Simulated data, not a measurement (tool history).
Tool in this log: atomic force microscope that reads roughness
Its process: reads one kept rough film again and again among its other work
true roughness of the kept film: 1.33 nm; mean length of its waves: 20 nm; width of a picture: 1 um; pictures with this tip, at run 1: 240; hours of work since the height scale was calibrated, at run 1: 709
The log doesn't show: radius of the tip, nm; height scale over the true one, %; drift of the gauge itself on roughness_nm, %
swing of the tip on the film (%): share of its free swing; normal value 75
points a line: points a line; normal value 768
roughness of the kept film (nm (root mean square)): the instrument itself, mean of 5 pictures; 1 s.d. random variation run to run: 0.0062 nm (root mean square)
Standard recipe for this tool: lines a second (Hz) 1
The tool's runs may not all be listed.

run	hour	lines a second (Hz)	swing of the tip on the film (%)	points a line	pictures with this tip	hours of work since the height scale was calibrated	roughness of the kept film (nm (root mean square))
1	0	1	75	768	240	709	1.072
2	28.2	1	75	768	276	725	1.06
3	49.1	1	75	768	303	737	1.043
# hour 78.7: new tip fitted
4	84.1	1	75	768	6	758	1.16
5	109.1	1	75	768	38	772	1.149
6	142	1	75	459	80	791	1.128
7	167.4	1	75	459	112	806	1.109
# hour 170.2: height scale calibrated on a step standard
8	204.5	3.99	73	263	158	20	0.926
9	224.6	3.99	73	263	183	32	0.911
10	241	1.73	73	263	204	41	1.014
11	268	1.08	73	263	238	57	1.046
12	290.8	1	70	330	267	70	1.05
13	327.4	1	70	330	314	92	1.042

What if the next run were any one of these 3? Each begins from the tool's condition after run 13:
# hour 345.6: height scale calibrated on a step standard, once more
# hour 350: new tip fitted
A	350	1.22	76	768	0	2	?
# hour 345.6: height scale calibrated on a step standard, once more
# hour 350: new tip fitted
B	350	2.82	75	809	0	2	?
# hour 345.6: height scale calibrated on a step standard, once more
# hour 350: new tip fitted
C	350	1	75	706	0	2	?

run	roughness of the kept film (nm (root mean square))
A	1.149
B	1.047
C	1.166
What these runs would have given with no unlogged condition in the tool:
run	roughness of the kept film (nm (root mean square))
A	1.152
B	1.048
C	1.168

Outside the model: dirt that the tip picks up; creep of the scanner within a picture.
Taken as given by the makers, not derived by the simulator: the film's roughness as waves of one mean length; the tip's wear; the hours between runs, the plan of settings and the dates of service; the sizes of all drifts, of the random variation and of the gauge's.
